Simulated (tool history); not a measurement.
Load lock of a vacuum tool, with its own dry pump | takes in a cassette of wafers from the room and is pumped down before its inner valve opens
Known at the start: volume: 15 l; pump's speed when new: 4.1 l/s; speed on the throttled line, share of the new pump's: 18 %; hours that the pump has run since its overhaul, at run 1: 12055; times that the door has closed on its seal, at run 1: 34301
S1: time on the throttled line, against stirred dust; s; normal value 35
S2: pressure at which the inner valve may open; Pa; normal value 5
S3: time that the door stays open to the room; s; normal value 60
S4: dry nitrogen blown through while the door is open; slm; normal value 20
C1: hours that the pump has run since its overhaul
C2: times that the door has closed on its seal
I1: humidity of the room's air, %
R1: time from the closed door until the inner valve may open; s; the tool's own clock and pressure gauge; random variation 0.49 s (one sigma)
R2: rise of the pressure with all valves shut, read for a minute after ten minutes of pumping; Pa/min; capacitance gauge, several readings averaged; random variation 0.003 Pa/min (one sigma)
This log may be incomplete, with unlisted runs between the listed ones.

run 1 hour=0 | S1=35 S2=5 S3=60 S4=20 | C1=12055 C2=34301 | I1=46.5 | R1=65.5 R2=0.045
-- hour=346.9 dry pump taken out, an overhauled one fitted
run 2 hour=627.6 | S1=35 S2=5 S3=60 S4=20 | C1=281 C2=35193 | I1=45 | R1=64.5 R2=0.044
run 3 hour=1353.8 | S1=35 S2=5 S3=60 S4=20 | C1=1007 C2=36234 | I1=42.5 | R1=65.4 R2=0.041
run 4 hour=1914.4 | S1=35 S2=5 S3=60 S4=20 | C1=1568 C2=37039 | I1=43.1 | R1=65.2 R2=0.041
-- hour=2231 door's seal changed, seat wiped
run 5 hour=2278 | S1=35 S2=5 S3=60 S4=20 | C1=1930 C2=67 | I1=47.2 | R1=65.3 R2=0.041
run 6 hour=2964.5 | S1=35 S2=5 S3=60 S4=20 | C1=2616 C2=1052 | I1=47.8 | R1=64.6 R2=0.045
run 7 hour=3643.6 | S1=35 S2=6 S3=60 S4=20 | C1=3295 C2=2027 | I1=49.6 | R1=64.5 R2=0.047
run 8 hour=3998.7 | S1=35 S2=6 S3=60 S4=43 | C1=3650 C2=2536 | I1=42.2 | R1=64.4 R2=0.031
run 9 hour=4339.5 | S1=35 S2=5 S3=60 S4=20 | C1=3991 C2=3025 | I1=46.2 | R1=65.1 R2=0.047
run 10 hour=4808.8 | S1=35 S2=5 S3=60 S4=20 | C1=4460 C2=3698 | I1=45.2 | R1=65.1 R2=0.04
run 11 hour=5125.5 | S1=35 S2=5 S3=60 S4=20 | C1=4777 C2=4153 | I1=46.3 | R1=64.9 R2=0.039
run 12 hour=5843.6 | S1=35 S2=5 S3=60 S4=20 | C1=5495 C2=5183 | I1=48.3 | R1=65.2 R2=0.045
run 13 hour=6470.6 | S1=35 S2=5 S3=60 S4=20 | C1=6122 C2=6083 | I1=44.8 | R1=65.3 R2=0.038
run 14 hour=6882.2 | S1=35 S2=5 S3=60 S4=20 | C1=6534 C2=6673 | I1=48.2 | R1=65.1 R2=0.05
run 15 hour=7596.1 | S1=35 S2=5 S3=60 S4=20 | C1=7248 C2=7698 | I1=44.5 | R1=65.4 R2=0.036
run 16 hour=7931.3 | S1=35 S2=9 S3=60 S4=20 | C1=7583 C2=8179 | I1=42.9 | R1=63 R2=0.044
run 17 hour=8313.8 | S1=35 S2=9 S3=60 S4=20 | C1=7965 C2=8727 | I1=48 | R1=63 R2=0.038
run 18 hour=8873.8 | S1=35 S2=9 S3=60 S4=20 | C1=8525 C2=9531 | I1=43.6 | R1=63.1 R2=0.04
run 19 hour=9343.7 | S1=35 S2=9 S3=60 S4=20 | C1=8995 C2=10205 | I1=44.4 | R1=62.2 R2=0.045
run 20 hour=9723.1 | S1=35 S2=9 S3=60 S4=20 | C1=9375 C2=10749 | I1=45.1 | R1=62.7 R2=0.035
run 21 hour=10421.1 | S1=27 S2=4 S3=64 S4=10 | C1=10073 C2=11751 | I1=47.5 | R1=59.6 R2=0.054
run 22 hour=10863.9 | S1=27 S2=4 S3=64 S4=10 | C1=10515 C2=12386 | I1=45.2 | R1=59.2 R2=0.044
run 23 hour=11446.6 | S1=50 S2=4 S3=64 S4=10 | C1=11098 C2=13222 | I1=45.9 | R1=77.9 R2=0.052
run 24 hour=12013.4 | S1=31 S2=4 S3=64 S4=10 | C1=11665 C2=14035 | I1=46.3 | R1=62.8 R2=0.049
run 25 hour=12716.5 | S1=31 S2=4 S3=64 S4=10 | C1=12368 C2=15044 | I1=43.8 | R1=61.9 R2=0.045
-- hour=12784.9 dry pump taken out, an overhauled one fitted
run 26 hour=13221 | S1=22 S2=4 S3=25 S4=7 | C1=436 C2=15759 | I1=44.6 | R1=54.8 R2=0.03
run 27 hour=13772.3 | S1=45 S2=5 S3=60 S4=20 | C1=987 C2=16550 | I1=43.5 | R1=72.9 R2=0.034
run 28 hour=14308.8 | S1=19 S2=6 S3=140 S4=16 | C1=1524 C2=17320 | I1=47.1 | R1=51 R2=0.065
run 29 hour=14673.7 | S1=19 S2=6 S3=140 S4=37 | C1=1889 C2=17844 | I1=47.3 | R1=50.4 R2=0.049
run 30 hour=15265.1 | S1=19 S2=6 S3=140 S4=37 | C1=2480 C2=18692 | I1=44.4 | R1=51.9 R2=0.041
run 31 hour=15885.2 | S1=35 S2=5 S3=60 S4=15 | C1=3100 C2=19582 | I1=46.5 | R1=65.2 R2=0.046
run 32 hour=16516.9 | S1=45 S2=5 S3=60 S4=20 | C1=3732 C2=20488 | I1=46.3 | R1=73.2 R2=0.043
run 33 hour=17133.2 | S1=58 S2=5 S3=60 S4=20 | C1=4348 C2=21373 | I1=45.2 | R1=83.9 R2=0.038
run 34 hour=17574.9 | S1=58 S2=5 S3=60 S4=20 | C1=4790 C2=22006 | I1=48.3 | R1=84.4 R2=0.046
run 35 hour=18082.7 | S1=58 S2=5 S3=60 S4=20 | C1=5298 C2=22735 | I1=43 | R1=83.9 R2=0.04
run 36 hour=18487.1 | S1=50 S2=5 S3=167 S4=14 | C1=5702 C2=23315 | I1=45.4 | R1=78.3 R2=0.07

Here are 4 independent what-if runs from the current tool condition. What would each one return?
run A hour=19135.9 | S1=59 S2=5 S3=167 S4=14 | C1=6351 C2=24246 | I1=46.4 | R1=? R2=?
run B hour=19135.9 | S1=56 S2=5 S3=167 S4=14 | C1=6351 C2=24246 | I1=44.6 | R1=? R2=?
run C hour=19135.9 | S1=21 S2=5 S3=60 S4=38 | C1=6351 C2=24246 | I1=43.5 | R1=? R2=?
run D hour=19135.9 | S1=65 S2=5 S3=167 S4=14 | C1=6351 C2=24246 | I1=44.6 | R1=? R2=?

run=A R1=85.3 R2=0.066
run=B R1=82.7 R2=0.069
run=C R1=54.3 R2=0.034
run=D R1=89.5 R2=0.072
With the hidden condition removed and each run's random variation left untouched, the same runs would have given:
run=A R1=85.3 R2=0.065
run=B R1=82.7 R2=0.068
run=C R1=54.3 R2=0.033
run=D R1=89.5 R2=0.071
